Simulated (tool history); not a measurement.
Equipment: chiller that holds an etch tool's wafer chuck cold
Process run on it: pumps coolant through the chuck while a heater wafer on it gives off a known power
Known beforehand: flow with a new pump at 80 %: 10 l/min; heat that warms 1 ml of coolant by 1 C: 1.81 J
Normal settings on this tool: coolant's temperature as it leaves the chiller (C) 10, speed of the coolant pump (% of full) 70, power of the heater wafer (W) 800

run	hour	coolant's temperature as it leaves the chiller (C)	speed of the coolant pump (% of full)	power of the heater wafer (W)	chuck's temperature once it has settled (K)	how much warmer the coolant comes back (C)
1	0.0	10	70	800	289.85	3.19
2	143.4	10	70	800	289.95	3.19
3	208.1	10	70	800	289.95	3.17
4	353.9	10	89	800	288.65	2.44
5	427.2	10	64	800	290.15	3.54
6	550.4	10	64	800	290.35	3.56
7	695.7	10	64	887	291.15	3.92
8	801.8	19	70	656	297.75	2.64

Forecast run 9:
# hour 815.5: coolant pump overhauled
9	912.3	19	70	656	?	?

{"run 9": {"chuck's temperature once it has settled (K)": 297.95, "how much warmer the coolant comes back (C)": 2.78}}
Were there no unlogged condition in the tool, this run, its random variation unchanged, would have produced chuck's temperature once it has settled (K) 297.65, how much warmer the coolant comes back (C) 2.55.
